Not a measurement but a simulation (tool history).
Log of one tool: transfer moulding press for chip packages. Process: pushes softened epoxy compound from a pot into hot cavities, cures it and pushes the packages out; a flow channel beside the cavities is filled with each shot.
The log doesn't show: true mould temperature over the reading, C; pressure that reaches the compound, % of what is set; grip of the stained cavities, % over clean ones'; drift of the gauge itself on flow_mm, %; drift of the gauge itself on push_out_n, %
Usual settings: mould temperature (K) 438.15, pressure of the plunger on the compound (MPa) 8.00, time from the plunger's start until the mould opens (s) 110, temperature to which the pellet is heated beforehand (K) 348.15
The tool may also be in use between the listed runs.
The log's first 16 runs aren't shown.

run,hour,mould temperature (K),pressure of the plunger on the compound (MPa),time from the plunger's start until the mould opens (s),temperature to which the pellet is heated beforehand (K),hours of work since the mould's thermocouples were calibrated,shots since the plunger's rings were changed,shots since the cavities were cleaned,incoming compound's hours out of the cold store,length that the compound runs in the flow channel (mm),greatest force on the pins that push the packages out (N)
17,348.3,438.15,8.11,97,347.15,205,1514,461,11.6,750,424
# hour 376.4: cavities cleaned with cleaning compound and waxed
18,376.4,442.15,7.57,97,347.15,217,1700,0,23.5,670,206
19,396.7,445.15,8.00,110,357.15,226,1842,142,41.6,613,197
20,416.5,438.15,8.00,95,348.15,235,1980,280,38.2,640,355
21,441.2,431.15,8.00,110,348.15,246,2152,452,28.6,686,471
22,456.3,431.15,8.00,110,348.15,252,2258,558,18.6,720,529
# hour 469.9: cavities cleaned with cleaning compound and waxed
23,485.8,431.15,8.00,130,348.15,265,2453,110,25.3,695,274
24,497.9,431.15,8.00,130,348.15,270,2538,195,27.7,688,298
25,517.8,431.15,6.78,130,348.15,279,2677,334,19.9,661,324
26,529.5,438.15,6.78,110,342.15,284,2758,415,29.5,612,298
27,549.4,442.15,7.12,121,352.15,293,2897,554,26.0,634,237
# hour 563.2: cavities cleaned with cleaning compound and waxed
28,579.1,442.15,7.12,122,341.15,306,3094,111,11.9,680,198
29,593.9,439.15,7.89,110,348.15,312,3197,214,22.5,690,252
30,619.7,439.15,9.49,98,348.15,324,3378,395,20.8,751,344

Forecast each of these 3 alternatives for the next run:
A,642.8,438.15,7.34,110,352.15,334,3538,555,17.8,?,?
B,642.8,439.15,9.49,98,340.15,334,3538,555,38.1,?,?
C,642.8,439.15,8.25,98,348.15,334,3538,555,32.5,?,?

run,length that the compound runs in the flow channel (mm),greatest force on the pins that push the packages out (N)
A,675,309
B,682,365
C,657,344
Without the tool's hidden state the same runs would have given:
run,length that the compound runs in the flow channel (mm),greatest force on the pins that push the packages out (N)
A,697,215
B,705,258
C,679,239
